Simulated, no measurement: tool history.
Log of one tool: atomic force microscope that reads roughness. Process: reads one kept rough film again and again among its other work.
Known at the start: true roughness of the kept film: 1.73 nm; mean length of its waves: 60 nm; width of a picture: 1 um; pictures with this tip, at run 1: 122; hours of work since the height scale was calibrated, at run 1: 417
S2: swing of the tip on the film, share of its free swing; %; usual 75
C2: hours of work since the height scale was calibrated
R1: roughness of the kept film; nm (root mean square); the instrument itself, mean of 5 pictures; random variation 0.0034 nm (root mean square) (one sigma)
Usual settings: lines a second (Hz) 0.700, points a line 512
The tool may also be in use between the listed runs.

Run 1, hour 0.0: usual settings; pictures with this tip 122; C2 417. Result: R1 1.567 nm (root mean square).
At hour 4.5: new tip fitted.
Run 2, hour 39.4: usual settings but S2 68 %; pictures with this tip 71; C2 441. Result: R1 1.617 nm (root mean square).
At hour 73.4: new tip fitted.
Run 3, hour 97.6: usual settings; pictures with this tip 49; C2 476. Result: R1 1.603 nm (root mean square).
At hour 139.0: new tip fitted.
Run 4, hour 139.0: usual settings; pictures with this tip 0; C2 502. Result: R1 1.622 nm (root mean square).
Run 5, hour 199.8: usual settings; pictures with this tip 125; C2 539. Result: R1 1.570 nm (root mean square).
At hour 205.1: new tip fitted.
Run 6, hour 267.2: usual settings; pictures with this tip 128; C2 580. Result: R1 1.572 nm (root mean square).
At hour 272.5: new tip fitted.
Run 7, hour 311.7: usual settings; pictures with this tip 81; C2 608. Result: R1 1.587 nm (root mean square).
At hour 340.3: new tip fitted.
Run 8, hour 352.6: usual settings; pictures with this tip 26; C2 633. Result: R1 1.607 nm (root mean square).
Run 9, hour 383.3: usual settings; pictures with this tip 88; C2 652. Result: R1 1.592 nm (root mean square).
At hour 409.0: new tip fitted.
Run 10, hour 420.9: usual settings; pictures with this tip 24; C2 675. Result: R1 1.604 nm (root mean square).
At hour 474.5: new tip fitted.
Run 11, hour 479.0: usual settings but S2 67 %; pictures with this tip 9; C2 710. Result: R1 1.653 nm (root mean square).
Run 12, hour 515.4: usual settings but lines a second (Hz) 2.319, S2 67 %, points a line 755; pictures with this tip 84; C2 733. Result: R1 1.492 nm (root mean square).
At hour 540.5: new tip fitted.
Run 13, hour 577.7: usual settings but lines a second (Hz) 0.528, S2 85 %, points a line 399; pictures with this tip 77; C2 771. Result: R1 1.571 nm (root mean square).
At hour 604.3: new tip fitted.
Run 14, hour 640.4: usual settings but lines a second (Hz) 0.528, S2 85 %, points a line 399; pictures with this tip 74; C2 809. Result: R1 1.571 nm (root mean square).
At hour 671.0: new tip fitted.
Run 15, hour 691.2: usual settings but lines a second (Hz) 0.765; pictures with this tip 42; C2 840. Result: R1 1.592 nm (root mean square).
Run 16, hour 731.4: usual settings but lines a second (Hz) 0.765; pictures with this tip 124; C2 865. Result: R1 1.557 nm (root mean square).
At hour 735.9: new tip fitted.
Run 17, hour 766.2: usual settings but lines a second (Hz) 0.765; pictures with this tip 62; C2 886. Result: R1 1.588 nm (root mean square).
At hour 799.2: new tip fitted.
Run 18, hour 825.3: usual settings but lines a second (Hz) 0.765; pictures with this tip 54; C2 923. Result: R1 1.589 nm (root mean square).
At hour 865.5: new tip fitted.
Run 19, hour 888.4: usual settings but lines a second (Hz) 2.975, S2 59 %; pictures with this tip 47; C2 961. Result: R1 1.548 nm (root mean square).
At hour 930.6: new tip fitted.
Run 20, hour 952.5: usual settings but lines a second (Hz) 0.867, S2 59 %, points a line 407; pictures with this tip 45; C2 1001. Result: R1 1.647 nm (root mean square).
At hour 994.6: new tip fitted.
Run 21, hour 1027.2: usual settings but lines a second (Hz) 0.867, S2 59 %, points a line 407; pictures with this tip 67; C2 1046. Result: R1 1.649 nm (root mean square).

3 ways to go on from here, each from the tool as it stands after run 21. What would each give?
At hour 1058.0: new tip fitted.
Run A, hour 1058.0: usual settings but S2 79 %, points a line 621; pictures with this tip 0; C2 1065. Result: R1 ?.
At hour 1058.0: new tip fitted.
Run B, hour 1058.0: usual settings but lines a second (Hz) 0.867, S2 59 %, points a line 658; pictures with this tip 0; C2 1065. Result: R1 ?.
At hour 1058.0: new tip fitted.
Run C, hour 1058.0: usual settings but S2 85 %; pictures with this tip 0; C2 1065. Result: R1 ?.

run     R1
  A  1.599
  B  1.675
  C  1.567
Without the tool's hidden state the same runs would have given:
run     R1
  A  1.588
  B  1.665
  C  1.557
